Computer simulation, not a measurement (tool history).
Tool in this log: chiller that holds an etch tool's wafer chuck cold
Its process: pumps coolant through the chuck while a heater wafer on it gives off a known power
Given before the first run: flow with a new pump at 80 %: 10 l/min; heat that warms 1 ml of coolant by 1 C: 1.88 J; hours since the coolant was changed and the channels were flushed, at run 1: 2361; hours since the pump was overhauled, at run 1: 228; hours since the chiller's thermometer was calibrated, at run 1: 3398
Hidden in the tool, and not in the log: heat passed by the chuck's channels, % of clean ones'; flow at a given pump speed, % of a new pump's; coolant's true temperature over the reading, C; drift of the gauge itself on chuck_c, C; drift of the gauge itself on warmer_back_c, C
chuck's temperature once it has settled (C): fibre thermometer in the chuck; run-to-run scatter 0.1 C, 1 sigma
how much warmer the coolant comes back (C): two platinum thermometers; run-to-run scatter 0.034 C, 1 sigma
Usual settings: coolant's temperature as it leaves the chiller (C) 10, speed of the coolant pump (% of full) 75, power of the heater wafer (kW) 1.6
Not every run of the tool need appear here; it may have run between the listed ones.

| run | hour | coolant's temperature as it leaves the chiller (C) | speed of the coolant pump (% of full) | power of the heater wafer (kW) | hours since the coolant was changed and the channels were flushed | hours since the pump was overhauled | hours since the chiller's thermometer was calibrated | chuck's temperature once it has settled (C) | how much warmer the coolant comes back (C) |
|---|---|---|---|---|---|---|---|---|---|
| 1 | 0 | 10 | 75 | 1.6 | 2361 | 228 | 3398 | 21 | 5.45 |
| 2 | 26.3 | 10 | 75 | 1.6 | 2387 | 254 | 3424 | 21.3 | 5.44 |
| 3 | 55.2 | 10 | 87 | 1.6 | 2416 | 283 | 3453 | 19.7 | 4.69 |
| 4 | 99.5 | 10 | 87 | 1.6 | 2460 | 327 | 3497 | 20 | 4.72 |
| 5 | 139.8 | 10 | 87 | 1.6 | 2500 | 367 | 3538 | 20.1 | 4.71 |
| 6 | 177.6 | 10 | 87 | 1.6 | 2538 | 405 | 3575 | 19.9 | 4.71 |
| 7 | 237.5 | 10 | 75 | 1.6 | 2598 | 465 | 3635 | 21.2 | 5.48 |
| 8 | 293.1 | 10 | 75 | 1.821 | 2654 | 521 | 3691 | 22.7 | 6.27 |
| 9 | 356.8 | 10 | 75 | 1.821 | 2717 | 584 | 3755 | 22.8 | 6.24 |
| 10 | 402.4 | 20 | 88 | 1.434 | 2763 | 630 | 3800 | 28.8 | 4.16 |
| 11 | 433.8 | 20 | 88 | 1.434 | 2794 | 662 | 3832 | 28.8 | 4.15 |
| 12 | 493 | 0 | 75 | 0.898 | 2854 | 721 | 3891 | 6.4 | 3.08 |
| 13 | 538.6 | 0 | 75 | 1.964 | 2899 | 766 | 3936 | 13.8 | 6.76 |
| 14 | 597.4 | 0 | 75 | 1.964 | 2958 | 825 | 3995 | 14.1 | 6.69 |
| 15 | 634.9 | 0 | 75 | 1.964 | 2995 | 863 | 4033 | 13.8 | 6.74 |
| 16 | 670 | 1 | 100 | 1.001 | 3030 | 898 | 4068 | 6.5 | 2.49 |
| 17 | 723.8 | 17 | 72 | 0.969 | 3084 | 951 | 4122 | 24 | 3.46 |

Consider 4 possible next runs. They are alternatives, not a sequence: every one starts from the tool as it was left by run 17. What does each give?
| A | 772.3 | 8 | 72 | 2.125 | 3133 | 1000 | 4170 | ? | ? |
| B | 772.3 | 17 | 72 | 0.969 | 3133 | 1000 | 4170 | ? | ? |
| C | 772.3 | 5 | 75 | 1.387 | 3133 | 1000 | 4170 | ? | ? |
| D | 772.3 | 5 | 93 | 1.116 | 3133 | 1000 | 4170 | ? | ? |

| run | chuck's temperature once it has settled (C) | how much warmer the coolant comes back (C) |
|---|---|---|
| A | 23.6 | 7.57 |
| B | 24 | 3.48 |
| C | 14.8 | 4.81 |
| D | 11.5 | 3.08 |
Without the tool's hidden state the same runs would have given:
| run | chuck's temperature once it has settled (C) | how much warmer the coolant comes back (C) |
|---|---|---|
| A | 23 | 7.53 |
| B | 23.7 | 3.46 |
| C | 14.4 | 4.78 |
| D | 11.2 | 3.07 |
